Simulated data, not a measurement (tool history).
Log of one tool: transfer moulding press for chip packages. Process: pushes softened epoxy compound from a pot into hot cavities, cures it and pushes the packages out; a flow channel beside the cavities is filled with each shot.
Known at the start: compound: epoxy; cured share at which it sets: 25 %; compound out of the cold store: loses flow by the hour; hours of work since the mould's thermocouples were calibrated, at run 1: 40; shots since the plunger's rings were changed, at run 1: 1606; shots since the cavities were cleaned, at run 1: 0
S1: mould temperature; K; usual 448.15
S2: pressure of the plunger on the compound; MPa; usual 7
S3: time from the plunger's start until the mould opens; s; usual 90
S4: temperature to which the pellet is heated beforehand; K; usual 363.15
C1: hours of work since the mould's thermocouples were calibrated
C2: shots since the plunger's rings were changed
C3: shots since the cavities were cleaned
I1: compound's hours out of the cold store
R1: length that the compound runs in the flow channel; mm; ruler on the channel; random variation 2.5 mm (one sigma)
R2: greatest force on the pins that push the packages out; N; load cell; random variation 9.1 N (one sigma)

run,day,S1,S2,S3,S4,C1,C2,C3,I1,R1,R2
1,0,448.15,7,90,363.15,40,1606,0,47.4,805,425
2,0.325,448.15,7,90,363.15,46,1732,126,8.1,1051,453
3,0.838,448.15,7,90,363.15,56,1930,324,26,926,444
4,1.317,448.15,7,90,363.15,65,2114,508,44.3,823,429
5,1.833,448.15,7,90,363.15,75,2314,708,36.4,867,438
# day 2.121: cavities cleaned with cleaning compound and waxed
6,2.146,448.15,7,90,363.15,80,2411,11,18.5,977,430
7,2.683,448.15,7,90,363.15,90,2618,218,39,853,434
8,3.262,448.15,7,90,364.15,101,2842,442,20.3,967,424
9,3.658,448.15,7,90,357.15,108,2994,594,33.3,888,439
# day 4.233: cavities cleaned with cleaning compound and waxed
10,4.233,448.15,7,90,363.15,118,3192,0,21.7,954,462
11,4.546,448.15,7,90,363.15,124,3312,120,17.6,979,456
12,5.004,448.15,7,90,363.15,133,3490,298,43.3,832,419
13,5.375,448.15,7,90,363.15,140,3633,441,38.7,855,426
14,5.671,448.15,7,90,363.15,146,3746,554,30.1,901,448
15,6.221,448.15,7,77,363.15,156,3960,768,41.5,839,524
# day 6.342: cavities cleaned with cleaning compound and waxed
16,6.771,448.15,7,77,363.15,166,4148,166,31.7,896,530
17,7.012,448.15,7,77,363.15,170,4241,259,39.1,853,529
18,7.312,442.15,5.41,77,358.15,176,4355,373,10.4,936,963
# day 7.679: plunger's sealing rings changed
19,7.725,442.15,5.41,77,358.15,182,16,492,20.2,879,915
20,7.971,442.15,5.41,77,358.15,187,112,588,30.3,825,898
21,8.458,456.15,7,75,363.15,196,300,776,15.2,960,406
# day 8.546: cavities cleaned with cleaning compound and waxed
22,8.817,456.15,7,87,363.15,201,415,105,20.5,927,386
23,9.388,456.15,7,87,363.15,212,635,325,22.8,918,374
24,9.95,456.15,7,87,363.15,223,851,541,12.2,980,379
25,10.342,456.15,7,87,363.15,231,1003,693,16.4,954,395
# day 10.675: cavities cleaned with cleaning compound and waxed
26,10.679,452.15,5.88,82,367.15,236,1108,1,18.3,874,411
27,11.208,450.15,7.15,120,361.15,246,1313,206,41.8,837,380
28,11.6,450.15,7.15,120,361.15,253,1465,358,26.4,929,385

Forecast each of these 3 alternatives for the next run:
A,11.95,448.15,8.68,90,363.15,260,1599,492,29.5,?,?
B,11.95,448.15,7,90,371.15,260,1599,492,38.1,?,?
C,11.95,447.15,7.15,120,368.15,260,1599,492,37.7,?,?

run,R1,R2
A,1008,430
B,859,437
C,872,389
Without the tool's hidden state the same runs would have given:
run,R1,R2
A,1009,424
B,860,431
C,873,384

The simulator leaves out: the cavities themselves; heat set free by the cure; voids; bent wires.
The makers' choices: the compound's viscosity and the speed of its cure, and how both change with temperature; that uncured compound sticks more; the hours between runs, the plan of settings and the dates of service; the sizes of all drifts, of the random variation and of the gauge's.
